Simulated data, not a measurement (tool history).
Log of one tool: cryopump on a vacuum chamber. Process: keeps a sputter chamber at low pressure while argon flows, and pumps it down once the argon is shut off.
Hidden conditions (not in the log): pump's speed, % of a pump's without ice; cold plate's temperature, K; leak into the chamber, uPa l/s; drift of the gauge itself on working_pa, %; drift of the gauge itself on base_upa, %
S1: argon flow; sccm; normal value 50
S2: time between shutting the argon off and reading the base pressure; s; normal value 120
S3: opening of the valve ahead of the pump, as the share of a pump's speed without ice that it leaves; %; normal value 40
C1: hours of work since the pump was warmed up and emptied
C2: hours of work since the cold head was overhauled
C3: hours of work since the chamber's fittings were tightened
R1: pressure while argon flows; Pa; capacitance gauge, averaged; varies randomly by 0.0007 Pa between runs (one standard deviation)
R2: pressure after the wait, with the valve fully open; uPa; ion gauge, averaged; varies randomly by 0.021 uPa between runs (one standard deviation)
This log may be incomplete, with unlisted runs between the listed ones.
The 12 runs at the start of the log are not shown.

run   hour  S1   S2  S3   C1   C2   C3      R1    R2
 13  299.9  24  120  40  526  526  476  0.0707  1.18
     313.0  -- pump warmed up, emptied and cooled again
 14  330.9  24  120  40    9  540  490  0.0595  0.94
 15  352.0  50  120  40   21  551  501  0.1242  0.95
 16  371.6  50  120  40   31  561  511  0.1236  0.93
 17  401.9  50  120  40   47  577  527  0.1236  0.96
 18  418.6  74  120  40   56  586  536  0.1846  1.02
 19  442.6  26   55  41   68  598  548  0.0630  1.39
 20  470.7  22  150  51   83  613  563  0.0431  0.94
 21  501.4  22  150  51   99  629  579  0.0427  0.95
 22  518.7  22   34  51  108  639  588  0.0443  1.79
 23  541.4  50  149  36  120  651  600  0.1405  1.00
 24  566.7  43  220  36  133  664  614  0.1205  0.94
 25  600.8  43  220  36  151  682  632  0.1219  0.96
 26  633.1  38  100  27  168  699  649  0.1433  1.25
 27  663.4  38  100  27  184  715  665  0.1416  1.25
 28  687.1  91  117  27  197  727  677  0.3435  1.18
 29  717.5  91   29  22  213  743  693  0.4166  2.19
 30  739.9  35  120  40  225  755  705  0.0903  1.20
 31  768.2  50  120  30  240  770  720  0.1721  1.23
 32  790.3  50  120  30  251  781  731  0.1722  1.28
 33  821.7  73   30  27  268  798  748  0.2804  2.22
 34  853.3  73   30  27  284  815  764  0.2789  2.23

Each row is a separate what-if for the run after 34, all from the same tool condition, not one after another. Results?
  A  873.9  50   45  40  295  825  775   ?   ?
  B  873.9  50  120  26  295  825  775   ?   ?
  C  873.9  50   58  16  295  825  775   ?   ?

run      R1    R2
  A  0.1351  1.84
  B  0.1980  1.34
  C  0.3161  1.68
Without the tool's unlogged condition, the same runs would have read:
run      R1    R2
  A  0.1236  0.96
  B  0.1865  0.45
  C  0.3047  0.80

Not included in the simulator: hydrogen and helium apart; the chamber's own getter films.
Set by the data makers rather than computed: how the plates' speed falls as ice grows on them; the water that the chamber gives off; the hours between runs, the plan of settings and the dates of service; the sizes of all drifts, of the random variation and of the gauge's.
